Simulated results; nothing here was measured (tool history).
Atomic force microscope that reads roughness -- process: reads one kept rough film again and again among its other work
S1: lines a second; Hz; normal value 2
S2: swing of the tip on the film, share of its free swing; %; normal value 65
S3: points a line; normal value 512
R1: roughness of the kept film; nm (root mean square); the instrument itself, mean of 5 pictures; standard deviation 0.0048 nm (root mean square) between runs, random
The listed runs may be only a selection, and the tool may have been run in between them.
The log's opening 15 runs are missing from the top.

Run 16, day 4.325: usual settings but S2 86 %. Result: R1 0.529 nm (root mean square).
Run 17, day 4.575: usual settings but S1 3.55 Hz, S2 74 %, S3 427. Result: R1 0.522 nm (root mean square).
Run 18, day 5.025: usual settings but S1 0.51 Hz, S2 61 %, S3 837. Result: R1 0.608 nm (root mean square).
Run 19, day 5.462: usual settings but S1 0.52 Hz, S2 56 %, S3 703. Result: R1 0.594 nm (root mean square).
Run 20, day 5.717: usual settings but S1 0.52 Hz, S2 56 %, S3 703. Result: R1 0.601 nm (root mean square).
At day 6.067: new tip fitted.
Run 21, day 6.104: usual settings but S1 3.96 Hz, S2 59 %, S3 315. Result: R1 0.632 nm (root mean square).
Run 22, day 6.521: usual settings but S1 3.85 Hz, S2 64 %. Result: R1 0.611 nm (root mean square).
Run 23, day 6.962: usual settings but S1 3.21 Hz, S2 58 %, S3 832. Result: R1 0.635 nm (root mean square).
Run 24, day 7.362: usual settings but S1 3.21 Hz, S2 58 %, S3 832. Result: R1 0.63 nm (root mean square).
Run 25, day 7.575: usual settings but S1 3.21 Hz, S2 58 %, S3 351. Result: R1 0.616 nm (root mean square).
Run 26, day 7.788: usual settings but S1 1.71 Hz, S2 71 %, S3 292. Result: R1 0.591 nm (root mean square).
Run 27, day 8.117: usual settings but S1 1.74 Hz, S2 81 %, S3 292. Result: R1 0.563 nm (root mean square).
Run 28, day 8.554: usual settings but S1 1.74 Hz, S2 81 %, S3 292. Result: R1 0.551 nm (root mean square).
Run 29, day 8.892: usual settings but S2 56 %. Result: R1 0.61 nm (root mean square).
Run 30, day 9.246: usual settings but S2 56 %. Result: R1 0.6 nm (root mean square).

Predict each of these 4 candidate next runs independently; none follows another, all start after run 30:
Run A, day 9.546: usual settings but S1 0.69 Hz, S2 88 %, S3 797. Result: R1 ?.
Run B, day 9.546: usual settings but S1 2.91 Hz, S2 70 %, S3 281. Result: R1 ?.
Run C, day 9.546: usual settings but S2 76 %, S3 270. Result: R1 ?.
Run D, day 9.546: usual settings but S1 1.48 Hz, S2 56 %, S3 384. Result: R1 ?.

run     R1
  A  0.577
  B  0.536
  C  0.539
  D   0.59
With no hidden state in the tool, these same runs would have given:
run     R1
  A  0.652
  B  0.606
  C   0.61
  D  0.667
